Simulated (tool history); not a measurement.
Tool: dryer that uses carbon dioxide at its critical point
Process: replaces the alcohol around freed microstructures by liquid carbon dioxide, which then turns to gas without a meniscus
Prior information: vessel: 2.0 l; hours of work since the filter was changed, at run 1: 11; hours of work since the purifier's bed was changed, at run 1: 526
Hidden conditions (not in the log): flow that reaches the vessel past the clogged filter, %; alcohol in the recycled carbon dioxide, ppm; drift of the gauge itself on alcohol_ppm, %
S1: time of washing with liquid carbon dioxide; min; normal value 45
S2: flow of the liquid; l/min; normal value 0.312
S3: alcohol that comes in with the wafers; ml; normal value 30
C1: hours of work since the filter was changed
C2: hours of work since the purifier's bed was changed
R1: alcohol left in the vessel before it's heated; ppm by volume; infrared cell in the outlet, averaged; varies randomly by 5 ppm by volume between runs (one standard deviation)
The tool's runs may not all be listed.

run   hour  S1     S2  S3   C1   C2   R1
  1      0  45  0.312  30   11  526  160
  2   13.1  45  0.312  21   20  535  152
  3   32.4  45  0.312  23   34  549  150
  4   41.7  45  0.312  23   40  555  156
  5   55.2  45  0.312  23   50  565  156
  6   77.5  45  0.312  67   66  581  229
  7   93.4  42  0.312  30   77  592  189
  8  109.8  42  0.312  30   89  604  192
  9    126  42  0.312  30  100  615  211
 10  145.6  45  0.312  30  114  629  184
 11  167.3  45  0.312  30  129  645  198
 12  187.7  45  0.312  30  144  659  196
 13  207.6  45  0.312  30  158  673  194
 14  218.3  45  0.368  30  166  681  168
 15  239.9  45  0.368  30  181  696  170
 16  260.2  47  0.235  54  195  711  494
 17  269.4  47  0.286  54  202  717  280
 18  288.6  65  0.241  30  216  731  191
 19  306.7  65  0.264  95  228  744  211
 20  320.4  65  0.408  95  238  753  158
 21    341  45  0.362  67  253  768  211
 22  351.4  45  0.192  28  260  775  652
 23  364.7  45  0.192  28  270  785  670
 24  376.2  45  0.192  28  278  793  665
 25  387.5  45  0.192  28  286  801  682
 26  398.1  48  0.269  47  293  809  345
 27  415.4  48  0.269  47  306  821  337
 28  437.9  44  0.315  22  322  837  216

Forecast run 29:
 29  454.8  43  0.361  22  334  849   ?

{"run 29": {"R1": 207}}
Minus the tool's unlogged condition, the same run would have read R1 18 ppm by volume.

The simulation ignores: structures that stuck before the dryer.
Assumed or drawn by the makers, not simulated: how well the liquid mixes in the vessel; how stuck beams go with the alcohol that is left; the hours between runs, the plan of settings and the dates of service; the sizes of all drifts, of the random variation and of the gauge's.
